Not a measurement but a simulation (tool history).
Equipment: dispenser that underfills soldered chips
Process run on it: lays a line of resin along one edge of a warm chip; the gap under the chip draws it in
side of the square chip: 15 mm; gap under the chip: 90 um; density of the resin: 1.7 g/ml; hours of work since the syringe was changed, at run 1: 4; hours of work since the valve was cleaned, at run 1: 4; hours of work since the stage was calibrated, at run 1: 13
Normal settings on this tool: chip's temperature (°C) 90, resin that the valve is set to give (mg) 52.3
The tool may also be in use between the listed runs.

| run | hour | chip's temperature (°C) | resin that the valve is set to give (mg) | hours of work since the syringe was changed | hours of work since the valve was cleaned | hours of work since the stage was calibrated | time until the resin shows at the far edge (s) | resin that the valve gave (mg) |
|---|---|---|---|---|---|---|---|---|
| 1 | 0.0 | 90 | 52.3 | 4 | 4 | 13 | 150.8 | 52.46 |
| 2 | 7.5 | 98 | 52.3 | 9 | 9 | 19 | 129.2 | 52.35 |
|  | 10.9 | new syringe of resin |
| 3 | 15.6 | 98 | 52.3 | 4 | 15 | 24 | 105.5 | 52.29 |
| 4 | 20.1 | 98 | 52.3 | 7 | 19 | 28 | 119.2 | 52.24 |
|  | 27.0 | new syringe of resin |
| 5 | 29.0 | 98 | 52.3 | 1 | 25 | 34 | 95.7 | 52.19 |
| 6 | 32.9 | 90 | 63.6 | 4 | 28 | 37 | 148.1 | 63.38 |
| 7 | 37.0 | 90 | 52.3 | 7 | 31 | 40 | 165.5 | 51.88 |
|  | 43.3 | new syringe of resin |
| 8 | 45.1 | 90 | 52.3 | 1 | 37 | 46 | 137.1 | 51.95 |
| 9 | 49.8 | 90 | 52.3 | 5 | 40 | 49 | 157.3 | 51.82 |
| 10 | 53.8 | 90 | 52.3 | 8 | 43 | 52 | 170.3 | 51.86 |
| 11 | 58.2 | 76 | 52.3 | 11 | 47 | 56 | 353.7 | 51.65 |
|  | 59.2 | new syringe of resin |
| 12 | 63.0 | 101 | 52.6 | 3 | 50 | 59 | 91.3 | 51.91 |
| 13 | 70.6 | 101 | 52.6 | 8 | 56 | 65 | 110.8 | 51.82 |
|  | 75.8 | new syringe of resin |
| 14 | 76.8 | 86 | 65.0 | 1 | 60 | 69 | 157.8 | 63.83 |
| 15 | 84.6 | 80 | 62.0 | 7 | 66 | 75 | 247.9 | 60.78 |
| 16 | 89.3 | 80 | 62.0 | 10 | 69 | 78 | 281.5 | 61.16 |
|  | 91.9 | new syringe of resin |
| 17 | 98.3 | 80 | 62.0 | 5 | 76 | 85 | 235.2 | 60.79 |
| 18 | 106.2 | 85 | 54.5 | 11 | 82 | 91 | 232.4 | 53.44 |
|  | 108.0 | new syringe of resin |
| 19 | 111.6 | 101 | 54.3 | 3 | 86 | 95 | 89.4 | 53.18 |
| 20 | 120.1 | 103 | 57.4 | 9 | 92 | 101 | 102.6 | 56.00 |
|  | 124.2 | new syringe of resin |
| 21 | 125.6 | 103 | 60.9 | 1 | 96 | 105 | 78.0 | 59.26 |

Predict each of these 3 candidate next runs independently; none follows another, all start after run 21:
| A | 129.3 | 83 | 55.8 | 4 | 99 | 108 | ? | ? |
| B | 129.3 | 96 | 52.3 | 4 | 99 | 108 | ? | ? |
| C | 129.3 | 97 | 49.9 | 4 | 99 | 108 | ? | ? |

| run | time until the resin shows at the far edge (s) | resin that the valve gave (mg) |
|---|---|---|
| A | 198.1 | 54.43 |
| B | 115.2 | 50.76 |
| C | 110.9 | 48.67 |
Stripped of hidden state, with their random variation kept, the same runs would have yielded:
| run | time until the resin shows at the far edge (s) | resin that the valve gave (mg) |
|---|---|---|
| A | 175.5 | 55.90 |
| B | 101.9 | 52.13 |
| C | 97.9 | 49.98 |
